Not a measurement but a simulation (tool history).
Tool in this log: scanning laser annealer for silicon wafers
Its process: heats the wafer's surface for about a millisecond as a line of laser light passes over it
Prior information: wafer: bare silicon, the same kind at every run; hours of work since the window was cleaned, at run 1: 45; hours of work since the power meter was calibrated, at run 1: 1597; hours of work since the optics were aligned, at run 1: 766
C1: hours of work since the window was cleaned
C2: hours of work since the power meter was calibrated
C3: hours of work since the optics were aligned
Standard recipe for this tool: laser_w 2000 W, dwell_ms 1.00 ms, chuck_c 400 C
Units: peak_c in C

run 1 hour=0.0 | laser_w=2000 dwell_ms=1.00 chuck_c=400 | C1=45 C2=1597 C3=766 | peak_c=1094
run 2 hour=32.7 | laser_w=2000 dwell_ms=1.00 chuck_c=400 | C1=70 C2=1623 C3=792 | peak_c=1096
run 3 hour=96.0 | laser_w=2000 dwell_ms=1.00 chuck_c=400 | C1=119 C2=1672 C3=841 | peak_c=1090
run 4 hour=147.5 | laser_w=2000 dwell_ms=1.00 chuck_c=400 | C1=159 C2=1712 C3=881 | peak_c=1088
run 5 hour=190.6 | laser_w=2000 dwell_ms=1.00 chuck_c=400 | C1=193 C2=1745 C3=914 | peak_c=1089
run 6 hour=250.1 | laser_w=2000 dwell_ms=1.00 chuck_c=400 | C1=239 C2=1791 C3=961 | peak_c=1083
run 7 hour=288.8 | laser_w=2000 dwell_ms=1.00 chuck_c=400 | C1=269 C2=1822 C3=991 | peak_c=1080
run 8 hour=337.1 | laser_w=2000 dwell_ms=1.00 chuck_c=400 | C1=307 C2=1859 C3=1028 | peak_c=1082
run 9 hour=378.5 | laser_w=2000 dwell_ms=1.00 chuck_c=400 | C1=339 C2=1891 C3=1060 | peak_c=1075
run 10 hour=418.3 | laser_w=2000 dwell_ms=1.00 chuck_c=400 | C1=370 C2=1922 C3=1091 | peak_c=1076
run 11 hour=485.7 | laser_w=1870 dwell_ms=1.00 chuck_c=400 | C1=422 C2=1975 C3=1144 | peak_c=1019
-- hour=517.6 optics aligned, line set to its width
run 12 hour=541.9 | laser_w=2000 dwell_ms=1.00 chuck_c=383 | C1=462 C2=2014 C3=19 | peak_c=1070
run 13 hour=583.6 | laser_w=2000 dwell_ms=1.00 chuck_c=383 | C1=494 C2=2047 C3=51 | peak_c=1068
run 14 hour=632.2 | laser_w=2000 dwell_ms=0.77 chuck_c=400 | C1=532 C2=2085 C3=89 | peak_c=990
run 15 hour=685.3 | laser_w=2000 dwell_ms=1.00 chuck_c=400 | C1=573 C2=2126 C3=130 | peak_c=1079
run 16 hour=726.0 | laser_w=2000 dwell_ms=1.00 chuck_c=400 | C1=605 C2=2157 C3=162 | peak_c=1076
run 17 hour=791.2 | laser_w=2000 dwell_ms=1.00 chuck_c=400 | C1=656 C2=2208 C3=213 | peak_c=1070
run 18 hour=839.4 | laser_w=2000 dwell_ms=1.00 chuck_c=400 | C1=693 C2=2246 C3=250 | peak_c=1070
run 19 hour=868.9 | laser_w=2000 dwell_ms=1.00 chuck_c=400 | C1=716 C2=2269 C3=273 | peak_c=1065
run 20 hour=918.6 | laser_w=2000 dwell_ms=1.00 chuck_c=400 | C1=755 C2=2307 C3=312 | peak_c=1067
run 21 hour=948.6 | laser_w=2000 dwell_ms=1.00 chuck_c=400 | C1=778 C2=2330 C3=335 | peak_c=1064
run 22 hour=1005.1 | laser_w=1824 dwell_ms=0.73 chuck_c=400 | C1=822 C2=2374 C3=379 | peak_c=900
run 23 hour=1033.8 | laser_w=1824 dwell_ms=0.73 chuck_c=400 | C1=844 C2=2397 C3=401 | peak_c=895
-- hour=1047.0 window over the wafer cleaned
run 24 hour=1084.9 | laser_w=1886 dwell_ms=0.81 chuck_c=400 | C1=29 C2=2435 C3=439 | peak_c=978
run 25 hour=1148.0 | laser_w=1787 dwell_ms=0.94 chuck_c=427 | C1=78 C2=2484 C3=488 | peak_c=1011
run 26 hour=1213.9 | laser_w=1787 dwell_ms=0.94 chuck_c=427 | C1=130 C2=2535 C3=540 | peak_c=1008
run 27 hour=1244.0 | laser_w=1787 dwell_ms=0.94 chuck_c=427 | C1=153 C2=2559 C3=563 | peak_c=1006
run 28 hour=1281.7 | laser_w=1787 dwell_ms=0.94 chuck_c=427 | C1=182 C2=2588 C3=592 | peak_c=1004
run 29 hour=1331.3 | laser_w=2017 dwell_ms=0.81 chuck_c=408 | C1=221 C2=2626 C3=631 | peak_c=1027
run 30 hour=1369.8 | laser_w=2175 dwell_ms=0.90 chuck_c=400 | C1=251 C2=2656 C3=661 | peak_c=1121
run 31 hour=1414.3 | laser_w=1897 dwell_ms=0.86 chuck_c=422 | C1=285 C2=2691 C3=695 | peak_c=1011
run 32 hour=1452.1 | laser_w=2043 dwell_ms=0.86 chuck_c=384 | C1=315 C2=2720 C3=725 | peak_c=1033
run 33 hour=1493.2 | laser_w=1988 dwell_ms=0.86 chuck_c=417 | C1=347 C2=2752 C3=757 | peak_c=1038
run 34 hour=1532.3 | laser_w=1988 dwell_ms=0.86 chuck_c=417 | C1=377 C2=2783 C3=787 | peak_c=1037
run 35 hour=1595.0 | laser_w=1988 dwell_ms=0.86 chuck_c=417 | C1=426 C2=2831 C3=836 | peak_c=1031
run 36 hour=1650.6 | laser_w=2000 dwell_ms=0.88 chuck_c=434 | C1=469 C2=2874 C3=879 | peak_c=1060
run 37 hour=1706.8 | laser_w=2000 dwell_ms=1.00 chuck_c=396 | C1=513 C2=2918 C3=923 | peak_c=1064
run 38 hour=1774.7 | laser_w=2000 dwell_ms=1.00 chuck_c=364 | C1=566 C2=2971 C3=975 | peak_c=1030
run 39 hour=1816.8 | laser_w=2000 dwell_ms=1.00 chuck_c=400 | C1=598 C2=3004 C3=1008 | peak_c=1060
run 40 hour=1864.1 | laser_w=2184 dwell_ms=1.11 chuck_c=400 | C1=635 C2=3040 C3=1045 | peak_c=1183
run 41 hour=1900.3 | laser_w=2184 dwell_ms=1.11 chuck_c=400 | C1=663 C2=3069 C3=1073 | peak_c=1184
run 42 hour=1958.4 | laser_w=2184 dwell_ms=1.12 chuck_c=419 | C1=708 C2=3114 C3=1118 | peak_c=1201

Same runs, no hidden state in the tool, same run-to-run variation:
What the log doesn't record here: light that passes the window, % of a clean one's; laser's true power over the reading, %; width of the line over the set one, %; drift of the gauge itself on peak_c, C.
run=1 peak_c=1112
run=2 peak_c=1115
run=3 peak_c=1112
run=4 peak_c=1113
run=5 peak_c=1116
run=6 peak_c=1113
run=7 peak_c=1112
run=8 peak_c=1116
run=9 peak_c=1111
run=10 peak_c=1114
run=11 peak_c=1057
run=12 peak_c=1099
run=13 peak_c=1099
run=14 peak_c=1020
run=15 peak_c=1115
run=16 peak_c=1114
run=17 peak_c=1111
run=18 peak_c=1114
run=19 peak_c=1111
run=20 peak_c=1115
run=21 peak_c=1113
run=22 peak_c=939
run=23 peak_c=935
run=24 peak_c=989
run=25 peak_c=1026
run=26 peak_c=1026
run=27 peak_c=1025
run=28 peak_c=1024
run=29 peak_c=1051
run=30 peak_c=1151
run=31 peak_c=1037
run=32 peak_c=1064
run=33 peak_c=1070
run=34 peak_c=1070
run=35 peak_c=1067
run=36 peak_c=1100
run=37 peak_c=1109
run=38 peak_c=1078
run=39 peak_c=1111
run=40 peak_c=1245
run=41 peak_c=1248
run=42 peak_c=1269

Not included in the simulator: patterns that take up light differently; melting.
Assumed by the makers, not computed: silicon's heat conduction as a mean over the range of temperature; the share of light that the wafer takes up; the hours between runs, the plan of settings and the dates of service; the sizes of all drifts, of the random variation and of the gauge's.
